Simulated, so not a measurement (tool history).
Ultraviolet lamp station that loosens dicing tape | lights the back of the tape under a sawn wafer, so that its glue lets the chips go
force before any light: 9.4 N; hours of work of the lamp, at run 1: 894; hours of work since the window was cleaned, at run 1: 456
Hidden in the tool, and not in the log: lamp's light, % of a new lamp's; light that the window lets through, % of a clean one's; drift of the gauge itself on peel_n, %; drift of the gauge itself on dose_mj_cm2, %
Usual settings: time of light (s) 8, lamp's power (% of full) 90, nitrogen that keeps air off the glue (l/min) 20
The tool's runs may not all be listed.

run   hour  time of light (s)  lamp's power (% of full)  nitrogen that keeps air off the glue (l/min)  hours of work of the lamp  hours of work since the window was cleaned  force that peels the tape off (N)  light that reached the tape (J/m2)
  1    0.0                  8                        90                                            20                        894                                         456                              1.298                                4210
  2   17.7                  8                        90                                            20                        904                                         467                              1.318                                4270
  3   40.2                  8                        90                                            15                        917                                         479                              1.616                                4190
  4   72.3                  8                        90                                            15                        936                                         498                              1.616                                4150
      78.0  -- window cleaned of glue's vapour
  5   93.7                  8                        90                                            15                        948                                           9                              1.248                                5000
  6  123.9                  8                        90                                            15                        965                                          26                              1.252                                4910
  7  153.4                  8                        63                                            20                        982                                          43                              1.944                                3410
  8  189.5                  8                        63                                            20                       1002                                          64                              1.915                                3370
  9  223.2                  8                        96                                            20                       1022                                          83                              0.986                                5060
 10  253.9                  6                        72                                            20                       1039                                         101                              2.448                                2830

Forecast each of these 4 alternatives for the next run:
  A  292.1                  6                        98                                            11                       1061                                         123                                  ?                                   ?
  B  292.1                  5                        72                                            33                       1061                                         123                                  ?                                   ?
  C  292.1                  6                        90                                            28                       1061                                         123                                  ?                                   ?
  D  292.1                 13                        66                                            10                       1061                                         123                                  ?                                   ?

run  force that peels the tape off (N)  light that reached the tape (J/m2)
  A                              2.249                                3830
  B                              2.599                                2300
  C                              1.532                                3470
  D                              1.345                                5530
Without the tool's hidden state the same runs would have given:
run  force that peels the tape off (N)  light that reached the tape (J/m2)
  A                              1.546                                4920
  B                              1.841                                2950
  C                              0.981                                4450
  D                              0.839                                7100

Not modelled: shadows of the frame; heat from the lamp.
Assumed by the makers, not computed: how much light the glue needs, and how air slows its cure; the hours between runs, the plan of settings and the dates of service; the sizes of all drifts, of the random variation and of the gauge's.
